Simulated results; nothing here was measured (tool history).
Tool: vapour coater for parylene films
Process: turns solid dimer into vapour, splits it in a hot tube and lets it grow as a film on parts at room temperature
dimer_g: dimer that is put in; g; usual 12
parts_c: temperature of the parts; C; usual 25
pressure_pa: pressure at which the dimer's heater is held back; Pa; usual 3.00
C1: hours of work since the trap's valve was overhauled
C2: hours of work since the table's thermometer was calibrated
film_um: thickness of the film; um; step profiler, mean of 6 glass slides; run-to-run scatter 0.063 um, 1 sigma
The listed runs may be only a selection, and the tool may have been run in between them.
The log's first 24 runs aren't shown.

{"run": 25, "day": 44.754, "dimer_g": 12, "parts_c": 36, "pressure_pa": 3.0, "C1": 432, "C2": 1099, "film_um": 4.84}
{"run": 26, "day": 46.383, "dimer_g": 12, "parts_c": 29, "pressure_pa": 3.0, "C1": 463, "C2": 1130, "film_um": 6.68}
{"run": 27, "day": 47.854, "dimer_g": 11, "parts_c": 18, "pressure_pa": 3.0, "C1": 490, "C2": 1157, "film_um": 10.04}
{"run": 28, "day": 49.729, "dimer_g": 12, "parts_c": 25, "pressure_pa": 6.37, "C1": 525, "C2": 1192, "film_um": 7.04}
{"run": 29, "day": 50.946, "dimer_g": 12, "parts_c": 26, "pressure_pa": 3.0, "C1": 548, "C2": 1215, "film_um": 7.61}
{"run": 30, "day": 52.946, "dimer_g": 12, "parts_c": 26, "pressure_pa": 3.0, "C1": 585, "C2": 1252, "film_um": 7.6}
{"run": 31, "day": 54.196, "dimer_g": 21, "parts_c": 19, "pressure_pa": 5.17, "C1": 609, "C2": 1276, "film_um": 17.01}
{"run": 32, "day": 56.675, "dimer_g": 12, "parts_c": 25, "pressure_pa": 4.42, "C1": 655, "C2": 1322, "film_um": 7.54}
{"day": 57.625, "done": "trap's valve overhauled"}
{"run": 33, "day": 58.021, "dimer_g": 12, "parts_c": 25, "pressure_pa": 2.61, "C1": 7, "C2": 1344, "film_um": 8.11}
{"run": 34, "day": 60.671, "dimer_g": 16, "parts_c": 27, "pressure_pa": 3.94, "C1": 57, "C2": 1394, "film_um": 9.34}
{"run": 35, "day": 62.108, "dimer_g": 14, "parts_c": 25, "pressure_pa": 3.0, "C1": 84, "C2": 1421, "film_um": 9.27}
{"run": 36, "day": 63.338, "dimer_g": 14, "parts_c": 25, "pressure_pa": 3.0, "C1": 107, "C2": 1444, "film_um": 9.34}
{"run": 37, "day": 65.262, "dimer_g": 14, "parts_c": 25, "pressure_pa": 3.0, "C1": 143, "C2": 1480, "film_um": 9.31}
{"run": 38, "day": 67.633, "dimer_g": 12, "parts_c": 31, "pressure_pa": 2.13, "C1": 187, "C2": 1524, "film_um": 6.39}
{"run": 39, "day": 69.6, "dimer_g": 12, "parts_c": 31, "pressure_pa": 2.13, "C1": 224, "C2": 1561, "film_um": 6.39}
{"run": 40, "day": 71.883, "dimer_g": 12, "parts_c": 32, "pressure_pa": 3.0, "C1": 267, "C2": 1604, "film_um": 5.8}
{"run": 41, "day": 73.142, "dimer_g": 6, "parts_c": 17, "pressure_pa": 2.04, "C1": 291, "C2": 1627, "film_um": 6.12}
{"run": 42, "day": 75.438, "dimer_g": 14, "parts_c": 17, "pressure_pa": 2.04, "C1": 334, "C2": 1670, "film_um": 14.27}
{"run": 43, "day": 77.346, "dimer_g": 14, "parts_c": 17, "pressure_pa": 2.04, "C1": 369, "C2": 1706, "film_um": 14.23}
{"run": 44, "day": 79.854, "dimer_g": 7, "parts_c": 30, "pressure_pa": 11.53, "C1": 416, "C2": 1753, "film_um": 3.04}
{"run": 45, "day": 81.075, "dimer_g": 14, "parts_c": 22, "pressure_pa": 2.11, "C1": 439, "C2": 1776, "film_um": 11.17}
{"run": 46, "day": 82.85, "dimer_g": 14, "parts_c": 22, "pressure_pa": 2.11, "C1": 472, "C2": 1809, "film_um": 11.17}
{"run": 47, "day": 85.354, "dimer_g": 7, "parts_c": 28, "pressure_pa": 2.11, "C1": 519, "C2": 1856, "film_um": 4.33}

Consider 3 possible next runs. They are alternatives, not a sequence: every one starts from the tool as it was left by run 47. What does each give?
{"run": "A", "day": 86.696, "dimer_g": 6, "parts_c": 24, "pressure_pa": 2.08, "C1": 544, "C2": 1881, "film_um": "?"}
{"run": "B", "day": 86.696, "dimer_g": 7, "parts_c": 17, "pressure_pa": 11.78, "C1": 544, "C2": 1881, "film_um": "?"}
{"run": "C", "day": 86.696, "dimer_g": 17, "parts_c": 33, "pressure_pa": 8.14, "C1": 544, "C2": 1881, "film_um": "?"}

run=A film_um=4.36
run=B film_um=5.46
run=C film_um=6.78
The same runs, with their run-to-run variation unchanged, on a tool lacking any hidden condition would have given:
run=A film_um=4.38
run=B film_um=5.49
run=C film_um=6.81
